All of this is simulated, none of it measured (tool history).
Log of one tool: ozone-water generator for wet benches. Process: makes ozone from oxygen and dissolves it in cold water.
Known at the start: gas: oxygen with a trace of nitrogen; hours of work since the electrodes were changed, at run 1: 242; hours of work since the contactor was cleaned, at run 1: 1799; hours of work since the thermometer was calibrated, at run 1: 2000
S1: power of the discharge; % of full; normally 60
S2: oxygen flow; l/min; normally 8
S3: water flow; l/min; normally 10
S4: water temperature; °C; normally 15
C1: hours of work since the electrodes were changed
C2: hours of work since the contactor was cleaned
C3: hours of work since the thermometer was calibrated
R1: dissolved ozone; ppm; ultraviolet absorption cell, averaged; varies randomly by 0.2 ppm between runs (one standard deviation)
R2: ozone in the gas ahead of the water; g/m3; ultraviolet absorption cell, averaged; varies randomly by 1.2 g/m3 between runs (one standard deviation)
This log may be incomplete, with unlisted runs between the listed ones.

{"run": 1, "hour": 0.0, "S1": 60, "S2": 8, "S3": 10, "S4": 15, "C1": 242, "C2": 1799, "C3": 2000, "R1": 26.9, "R2": 205.5}
{"run": 2, "hour": 45.2, "S1": 60, "S2": 8, "S3": 10, "S4": 15, "C1": 276, "C2": 1832, "C3": 2033, "R1": 27.4, "R2": 203}
{"run": 3, "hour": 76.1, "S1": 60, "S2": 8, "S3": 10, "S4": 15, "C1": 299, "C2": 1855, "C3": 2056, "R1": 27.3, "R2": 204.1}
{"run": 4, "hour": 102.4, "S1": 60, "S2": 8, "S3": 10, "S4": 15, "C1": 318, "C2": 1875, "C3": 2076, "R1": 27.3, "R2": 204.2}
{"run": 5, "hour": 132.5, "S1": 60, "S2": 8, "S3": 10, "S4": 15, "C1": 341, "C2": 1897, "C3": 2098, "R1": 27.2, "R2": 205.2}
{"run": 6, "hour": 166.4, "S1": 62, "S2": 8, "S3": 10, "S4": 15, "C1": 366, "C2": 1923, "C3": 2124, "R1": 27.7, "R2": 208.9}
{"run": 7, "hour": 210.1, "S1": 62, "S2": 8, "S3": 10, "S4": 15, "C1": 398, "C2": 1955, "C3": 2156, "R1": 27.9, "R2": 209.2}
{"run": 8, "hour": 249.5, "S1": 62, "S2": 8, "S3": 10, "S4": 15, "C1": 428, "C2": 1984, "C3": 2185, "R1": 28, "R2": 210}
{"run": 9, "hour": 298.6, "S1": 60, "S2": 5.58, "S3": 10, "S4": 15, "C1": 464, "C2": 2021, "C3": 2222, "R1": 29.4, "R2": 248.2}
{"run": 10, "hour": 336.1, "S1": 60, "S2": 5.58, "S3": 10, "S4": 15, "C1": 492, "C2": 2049, "C3": 2250, "R1": 29.3, "R2": 246}
{"run": 11, "hour": 378.1, "S1": 60, "S2": 5.58, "S3": 10, "S4": 15, "C1": 523, "C2": 2080, "C3": 2281, "R1": 28.8, "R2": 246.3}
{"run": 12, "hour": 417.1, "S1": 60, "S2": 5.58, "S3": 10, "S4": 15, "C1": 552, "C2": 2109, "C3": 2310, "R1": 29.3, "R2": 246.1}
{"run": 13, "hour": 451.4, "S1": 60, "S2": 5.58, "S3": 10, "S4": 15, "C1": 578, "C2": 2135, "C3": 2336, "R1": 28.9, "R2": 246.7}
{"hour": 458.7, "done": "contactor cleaned"}
{"run": 14, "hour": 486.8, "S1": 53, "S2": 8, "S3": 10, "S4": 15, "C1": 601, "C2": 21, "C3": 2359, "R1": 24.2, "R2": 186.3}
{"run": 15, "hour": 519.0, "S1": 53, "S2": 8, "S3": 10, "S4": 15, "C1": 625, "C2": 45, "C3": 2383, "R1": 24.5, "R2": 186.2}
{"hour": 568.9, "done": "contactor cleaned, once more"}
{"run": 16, "hour": 570.3, "S1": 63, "S2": 8, "S3": 10, "S4": 15, "C1": 660, "C2": 1, "C3": 2418, "R1": 28.9, "R2": 212.1}
{"run": 17, "hour": 611.9, "S1": 84, "S2": 8, "S3": 10, "S4": 19, "C1": 691, "C2": 32, "C3": 2449, "R1": 32.7, "R2": 260.6}
{"run": 18, "hour": 634.8, "S1": 84, "S2": 13.46, "S3": 13, "S4": 19, "C1": 708, "C2": 49, "C3": 2466, "R1": 24.2, "R2": 197.6}
{"run": 19, "hour": 670.2, "S1": 50, "S2": 8, "S3": 10, "S4": 19, "C1": 735, "C2": 75, "C3": 2492, "R1": 22.1, "R2": 176.7}
{"run": 20, "hour": 694.7, "S1": 45, "S2": 4.77, "S3": 11, "S4": 12, "C1": 753, "C2": 94, "C3": 2511, "R1": 23.9, "R2": 216.5}
{"run": 21, "hour": 718.5, "S1": 45, "S2": 4.77, "S3": 11, "S4": 12, "C1": 770, "C2": 111, "C3": 2528, "R1": 23.5, "R2": 213.8}
{"run": 22, "hour": 752.1, "S1": 60, "S2": 8, "S3": 9, "S4": 20, "C1": 795, "C2": 136, "C3": 2553, "R1": 25.7, "R2": 202.6}
{"run": 23, "hour": 788.7, "S1": 91, "S2": 8, "S3": 6, "S4": 15, "C1": 823, "C2": 163, "C3": 2580, "R1": 49.2, "R2": 273.9}
{"run": 24, "hour": 822.9, "S1": 73, "S2": 8, "S3": 6, "S4": 15, "C1": 848, "C2": 189, "C3": 2606, "R1": 41.4, "R2": 233.2}
{"run": 25, "hour": 873.3, "S1": 47, "S2": 7.62, "S3": 12, "S4": 21, "C1": 886, "C2": 226, "C3": 2643, "R1": 18.3, "R2": 172.8}
{"run": 26, "hour": 907.7, "S1": 47, "S2": 7.62, "S3": 12, "S4": 21, "C1": 911, "C2": 252, "C3": 2669, "R1": 18.3, "R2": 173.2}
{"run": 27, "hour": 938.3, "S1": 47, "S2": 7.62, "S3": 12, "S4": 21, "C1": 934, "C2": 275, "C3": 2692, "R1": 18.3, "R2": 174}
{"run": 28, "hour": 988.6, "S1": 60, "S2": 12.98, "S3": 10, "S4": 15, "C1": 971, "C2": 312, "C3": 2729, "R1": 24.1, "R2": 156.4}
{"run": 29, "hour": 1013.7, "S1": 60, "S2": 12.98, "S3": 9, "S4": 15, "C1": 990, "C2": 331, "C3": 2748, "R1": 25.1, "R2": 156.6}
{"run": 30, "hour": 1053.6, "S1": 79, "S2": 8, "S3": 10, "S4": 12, "C1": 1020, "C2": 361, "C3": 2778, "R1": 35.7, "R2": 244}
{"run": 31, "hour": 1074.9, "S1": 41, "S2": 5.8, "S3": 10, "S4": 15, "C1": 1036, "C2": 376, "C3": 2793, "R1": 22.1, "R2": 179.8}
{"run": 32, "hour": 1100.0, "S1": 60, "S2": 8, "S3": 6, "S4": 23, "C1": 1054, "C2": 395, "C3": 2812, "R1": 29.1, "R2": 202.6}

Predict each of these 5 candidate next runs independently; none follows another, all start after run 32:
{"run": "A", "hour": 1130.9, "S1": 55, "S2": 8, "S3": 6, "S4": 11, "C1": 1077, "C2": 418, "C3": 2835, "R1": "?", "R2": "?"}
{"run": "B", "hour": 1130.9, "S1": 49, "S2": 6.54, "S3": 10, "S4": 23, "C1": 1077, "C2": 418, "C3": 2835, "R1": "?", "R2": "?"}
{"run": "C", "hour": 1130.9, "S1": 79, "S2": 8, "S3": 6, "S4": 23, "C1": 1077, "C2": 418, "C3": 2835, "R1": "?", "R2": "?"}
{"run": "D", "hour": 1130.9, "S1": 60, "S2": 10.32, "S3": 6, "S4": 7, "C1": 1077, "C2": 418, "C3": 2835, "R1": "?", "R2": "?"}
{"run": "E", "hour": 1130.9, "S1": 60, "S2": 9.31, "S3": 10, "S4": 15, "C1": 1077, "C2": 418, "C3": 2835, "R1": "?", "R2": "?"}

run=A R1=36.8 R2=188.9
run=B R1=20.5 R2=191.5
run=C R1=35.7 R2=244.3
run=D R1=39.7 R2=174.5
run=E R1=26.4 R2=182.7
Without the tool's hidden state the same runs would have given:
run=A R1=38.7 R2=195
run=B R1=21.4 R2=197
run=C R1=37.9 R2=254.8
run=D R1=41.9 R2=180.6
run=E R1=27.8 R2=189.1
